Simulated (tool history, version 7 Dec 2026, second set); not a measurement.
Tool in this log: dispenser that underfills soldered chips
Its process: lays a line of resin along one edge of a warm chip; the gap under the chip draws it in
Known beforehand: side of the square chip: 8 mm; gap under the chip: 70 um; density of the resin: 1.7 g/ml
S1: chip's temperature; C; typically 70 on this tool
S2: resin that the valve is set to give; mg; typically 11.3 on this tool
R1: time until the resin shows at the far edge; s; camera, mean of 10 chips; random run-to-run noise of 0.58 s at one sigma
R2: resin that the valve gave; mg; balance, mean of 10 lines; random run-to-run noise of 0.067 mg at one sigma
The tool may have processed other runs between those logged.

run 1 hour=0 | S1=70 S2=11.3 | R1=52.5 R2=10.66
-- hour=3.9 dispensing valve cleaned and set on the balance
-- hour=8.5 new syringe of resin
run 2 hour=10.2 | S1=70 S2=11.3 | R1=54.1 R2=11.23
-- hour=15.9 new syringe of resin
run 3 hour=16.3 | S1=70 S2=11.3 | R1=51.6 R2=11.15
-- hour=23.6 new syringe of resin
run 4 hour=25.2 | S1=70 S2=11.3 | R1=55 R2=11.1
-- hour=31 new syringe of resin
run 5 hour=31.1 | S1=70 S2=11.3 | R1=51 R2=11.09
-- hour=39.2 new syringe of resin
run 6 hour=39.8 | S1=70 S2=11.3 | R1=53.5 R2=11.06
run 7 hour=44 | S1=70 S2=11.3 | R1=57.7 R2=10.92
-- hour=46.7 new syringe of resin
run 8 hour=53.1 | S1=70 S2=11.3 | R1=61.4 R2=11.01
-- hour=54.2 new syringe of resin
run 9 hour=60.2 | S1=70 S2=11.3 | R1=58.7 R2=10.96
-- hour=61.7 new syringe of resin
-- hour=69.2 new syringe of resin
run 10 hour=70.1 | S1=70 S2=11.3 | R1=51.7 R2=10.98
run 11 hour=75.5 | S1=70 S2=11.3 | R1=59.9 R2=10.8
-- hour=76.7 new syringe of resin
run 12 hour=80.6 | S1=70 S2=11.3 | R1=56.3 R2=10.65
-- hour=84.3 new syringe of resin
-- hour=89 dispensing valve cleaned and set on the balance
run 13 hour=89 | S1=59 S2=11.3 | R1=90 R2=11.37
-- hour=92.8 new syringe of resin
run 14 hour=98.4 | S1=70 S2=11.3 | R1=60.7 R2=11.22
-- hour=100.6 new syringe of resin
run 15 hour=105.5 | S1=70 S2=11.3 | R1=58.5 R2=11.23
-- hour=108.2 new syringe of resin
run 16 hour=115 | S1=78 S2=11.3 | R1=46 R2=11.07
-- hour=116.1 new syringe of resin
run 17 hour=122.3 | S1=78 S2=11.3 | R1=44.6 R2=11.17
-- hour=123.6 new syringe of resin
-- hour=131 new syringe of resin
run 18 hour=131.5 | S1=68 S2=10.4 | R1=56.2 R2=10.17
-- hour=138.6 new syringe of resin
run 19 hour=141.4 | S1=70 S2=12.3 | R1=55.7 R2=11.87
-- hour=146.4 new syringe of resin
run 20 hour=150 | S1=59 S2=11.5 | R1=90.7 R2=11.09
-- hour=154.2 new syringe of resin
run 21 hour=154.4 | S1=80 S2=11.4 | R1=35.1 R2=10.96
-- hour=161.7 new syringe of resin
run 22 hour=162.5 | S1=80 S2=11.4 | R1=36.8 R2=11.02
run 23 hour=167.9 | S1=80 S2=11.4 | R1=42 R2=10.85
-- hour=169.4 new syringe of resin
-- hour=174.1 dispensing valve cleaned and set on the balance
run 24 hour=177.3 | S1=63 S2=10.6 | R1=84.6 R2=10.69
-- hour=178.4 new syringe of resin
run 25 hour=185 | S1=67 S2=10.9 | R1=71.3 R2=10.8
-- hour=185.9 new syringe of resin
-- hour=193.5 new syringe of resin
run 26 hour=195.1 | S1=67 S2=10.9 | R1=63.1 R2=10.74
run 27 hour=199.7 | S1=67 S2=10.9 | R1=68.8 R2=10.72
-- hour=201.2 new syringe of resin
run 28 hour=204.6 | S1=70 S2=11.4 | R1=56.6 R2=11.23
-- hour=209.1 new syringe of resin
run 29 hour=213 | S1=85 S2=12.2 | R1=32.6 R2=11.86
-- hour=217.1 new syringe of resin
run 30 hour=222.9 | S1=83 S2=12.2 | R1=36.9 R2=11.83
-- hour=224.8 new syringe of resin
run 31 hour=231.8 | S1=55 S2=11.1 | R1=117.1 R2=10.76
-- hour=232.8 new syringe of resin
run 32 hour=237.2 | S1=55 S2=11.1 | R1=112.7 R2=10.72
-- hour=240.6 new syringe of resin
run 33 hour=246.2 | S1=65 S2=11.4 | R1=76.3 R2=10.9

Predict each of these 3 candidate next runs independently; none follows another, all start after run 33:
-- hour=248.2 new syringe of resin
run A hour=250.5 | S1=80 S2=12.1 | R1=? R2=?
-- hour=248.2 new syringe of resin
run B hour=250.5 | S1=58 S2=11.3 | R1=? R2=?
-- hour=248.2 new syringe of resin
run C hour=250.5 | S1=74 S2=11.2 | R1=? R2=?

run=A R1=37.8 R2=11.59
run=B R1=92.5 R2=10.76
run=C R1=49.5 R2=10.77
Stripped of hidden state, with their random variation kept, the same runs would have yielded:
run=A R1=33.3 R2=12.07
run=B R1=80.6 R2=11.21
run=C R1=43.4 R2=11.22

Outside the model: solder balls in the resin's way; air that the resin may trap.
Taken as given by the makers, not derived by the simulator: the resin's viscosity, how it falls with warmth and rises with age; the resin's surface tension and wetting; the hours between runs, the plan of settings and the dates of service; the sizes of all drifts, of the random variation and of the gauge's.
